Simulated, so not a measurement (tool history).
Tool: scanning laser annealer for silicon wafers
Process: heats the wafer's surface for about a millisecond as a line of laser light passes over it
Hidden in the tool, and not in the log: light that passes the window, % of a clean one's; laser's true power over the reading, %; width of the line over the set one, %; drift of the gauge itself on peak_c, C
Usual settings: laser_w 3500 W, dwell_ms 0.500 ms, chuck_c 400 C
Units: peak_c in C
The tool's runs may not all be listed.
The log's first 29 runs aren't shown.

run	day	laser_w	dwell_ms	chuck_c	hours of work since the window was cleaned	hours of work since the power meter was calibrated	hours of work since the optics were aligned	peak_c
# day 76.671: window over the wafer cleaned
30	77.512	3111	0.467	390	14	2617	189	1041
31	79.217	3500	0.500	419	43	2645	218	1200
32	82.304	3500	0.500	419	95	2697	270	1194
33	85.488	3285	0.550	390	148	2751	323	1129
34	89.042	3438	0.550	390	208	2810	383	1165
35	92.392	3438	0.550	438	264	2867	439	1204
36	95.729	3438	0.550	438	320	2923	495	1200
37	97.942	3438	0.550	438	357	2960	532	1191
# day 100.667: window over the wafer cleaned
38	101.362	3438	0.550	438	12	3016	588	1226
39	105.096	3245	0.550	438	74	3079	651	1161

Forecast each of these 3 alternatives for the next run:
A	108.925	3245	0.566	438	139	3143	715	?
B	108.925	3151	0.601	368	139	3143	715	?
C	108.925	3495	0.550	438	139	3143	715	?

run	peak_c
A	1161
B	1086
C	1230
Without the tool's hidden state the same runs would have given:
run	peak_c
A	1218
B	1143
C	1293
